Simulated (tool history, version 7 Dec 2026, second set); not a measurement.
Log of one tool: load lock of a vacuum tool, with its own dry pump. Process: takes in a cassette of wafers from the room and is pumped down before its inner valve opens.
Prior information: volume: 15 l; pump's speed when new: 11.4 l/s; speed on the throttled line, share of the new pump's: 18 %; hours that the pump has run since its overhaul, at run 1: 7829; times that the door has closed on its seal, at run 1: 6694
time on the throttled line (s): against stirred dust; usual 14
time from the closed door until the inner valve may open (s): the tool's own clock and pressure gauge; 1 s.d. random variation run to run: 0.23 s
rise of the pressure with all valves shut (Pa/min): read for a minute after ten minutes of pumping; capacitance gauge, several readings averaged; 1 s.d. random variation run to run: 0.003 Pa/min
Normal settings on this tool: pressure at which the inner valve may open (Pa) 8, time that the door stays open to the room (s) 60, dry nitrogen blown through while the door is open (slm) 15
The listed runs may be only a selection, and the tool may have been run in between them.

run    hour  time on the throttled line (s)  pressure at which the inner valve may open (Pa)  time that the door stays open to the room (s)  dry nitrogen blown through while the door is open (slm)  hours that the pump has run since its overhaul  times that the door has closed on its seal  incoming humidity of the room's air, %  time from the closed door until the inner valve may open (s)  rise of the pressure with all valves shut (Pa/min)
  1       0                              14                                                8                                             60                                                       15                                            7829                                        6694                                      44                                                          25.9                                               0.041
  2   107.4                              14                                                8                                             60                                                       15                                            7936                                        6998                                    45.5                                                          26.3                                               0.034
  3   197.2                              14                                                8                                             60                                                       15                                            8026                                        7252                                    46.3                                                          26.4                                               0.048
  4   270.1                              14                                                8                                             60                                                       15                                            8099                                        7458                                    44.2                                                          26.8                                               0.045
  5   348.6                              14                                                8                                             60                                                       15                                            8177                                        7680                                    43.7                                                          26.1                                               0.047
  6   469.7                              14                                                8                                             60                                                       15                                            8298                                        8022                                      44                                                          26.8                                               0.043
  7   601.5                              14                                                8                                             60                                                       15                                            8430                                        8395                                    48.2                                                          26.7                                                0.04
  8   729.3                              14                                                8                                             60                                                       15                                            8558                                        8756                                    46.7                                                          26.7                                               0.044
  9   820.5                              14                                                8                                             60                                                       15                                            8649                                        9014                                    44.6                                                          26.9                                               0.046
 10   885.9                              14                                                8                                             60                                                       15                                            8715                                        9199                                    42.4                                                          26.7                                               0.046
 11   963.7                              14                                                8                                             60                                                       15                                            8792                                        9419                                    46.7                                                            27                                               0.043
 12  1025.2                              14                                                8                                             60                                                       15                                            8854                                        9593                                    41.4                                                          26.7                                                0.05
 13  1084.9                              14                                                8                                            221                                                       15                                            8914                                        9762                                    43.4                                                          26.5                                               0.089
 14    1212                              14                                                8                                             60                                                       15                                            9041                                       10121                                    45.2                                                          26.7                                               0.048
 15  1281.6                              14                                                6                                             60                                                       15                                            9110                                       10318                                      44                                                          27.4                                               0.045
 16  1387.9                              14                                                6                                             60                                                       15                                            9217                                       10618                                    42.3                                                          27.6                                               0.048
     1478.9  -- dry pump taken out, an overhauled one fitted
 17  1513.1                              14                                                6                                             60                                                       15                                              34                                       10955                                    45.4                                                            24                                               0.048
 18  1606.7                              14                                                6                                             60                                                       15                                             128                                       11220                                    44.7                                                          24.3                                               0.054
 19  1689.7                              14                                                8                                             60                                                       15                                             211                                       11455                                    43.6                                                          23.8                                               0.049
 20  1753.3                              14                                                8                                             53                                                        5                                             274                                       11634                                    46.5                                                          24.1                                               0.061
 21    1860                              14                                                8                                            170                                                       39                                             381                                       11936                                    48.7                                                          23.9                                               0.064
 22  1970.2                              14                                                8                                            170                                                       39                                             491                                       12248                                      42                                                            24                                               0.061
 23  2043.4                              14                                                8                                             57                                                        7                                             564                                       12455                                      45                                                          24.1                                                0.06
 24  2133.1                              14                                                9                                             29                                                       15                                             654                                       12708                                    45.2                                                          23.9                                                0.04
 25  2196.4                              14                                                8                                             60                                                       15                                             717                                       12887                                    44.1                                                            24                                               0.056
 26  2263.7                              13                                                8                                            101                                                       38                                             785                                       13078                                    46.3                                                          23.4                                               0.056
 27  2395.2                              11                                               10                                             46                                                       15                                             916                                       13449                                    44.1                                                          21.4                                               0.048
 28  2471.4                              11                                               10                                             46                                                       15                                             992                                       13665                                    47.3                                                          21.4                                               0.049
 29  2598.7                              11                                               10                                             46                                                       15                                            1120                                       14025                                    43.9                                                          21.8                                               0.054
 30  2722.5                              11                                               10                                             46                                                       41                                            1244                                       14375                                    47.3                                                          21.6                                               0.042
 31  2814.7                              20                                                8                                            144                                                       15                                            1336                                       14635                                    39.6                                                          29.2                                                0.07
 32  2933.7                              14                                                8                                            174                                                       31                                            1455                                       14972                                    47.5                                                            24                                               0.072
 33  2991.3                               7                                                8                                             60                                                       15                                            1512                                       15135                                    43.1                                                          18.9                                               0.057
 34  3099.5                              19                                                8                                            139                                                       37                                            1621                                       15441                                    47.1                                                          28.6                                               0.061
 35  3180.8                              14                                                9                                             60                                                       13                                            1702                                       15671                                    47.1                                                          24.1                                               0.058
 36    3261                              12                                               12                                             28                                                       15                                            1782                                       15897                                      46                                                          22.7                                               0.046
 37  3331.8                              14                                                8                                             60                                                       15                                            1853                                       16098                                    45.3                                                          24.6                                               0.061
 38  3459.7                              16                                                8                                            146                                                       15                                            1981                                       16459                                    45.1                                                          26.3                                               0.084

Forecast each of these 3 alternatives for the next run:
  A  3545.6                              16                                               12                                            146                                                       15                                            2067                                       16702                                    42.8                                                             ?                                                   ?
  B  3545.6                              27                                                8                                            146                                                       15                                            2067                                       16702                                    42.1                                                             ?                                                   ?
  C  3545.6                              11                                                8                                             78                                                       15                                            2067                                       16702                                    47.8                                                             ?                                                   ?

run  time from the closed door until the inner valve may open (s)  rise of the pressure with all valves shut (Pa/min)
  A                                                          25.4                                               0.089
  B                                                            35                                               0.084
  C                                                          22.1                                               0.068
Take away the tool's hidden state, keep each run's random variation, and the runs would have read:
run  time from the closed door until the inner valve may open (s)  rise of the pressure with all valves shut (Pa/min)
  A                                                            25                                               0.063
  B                                                          34.7                                               0.057
  C                                                          21.6                                               0.042

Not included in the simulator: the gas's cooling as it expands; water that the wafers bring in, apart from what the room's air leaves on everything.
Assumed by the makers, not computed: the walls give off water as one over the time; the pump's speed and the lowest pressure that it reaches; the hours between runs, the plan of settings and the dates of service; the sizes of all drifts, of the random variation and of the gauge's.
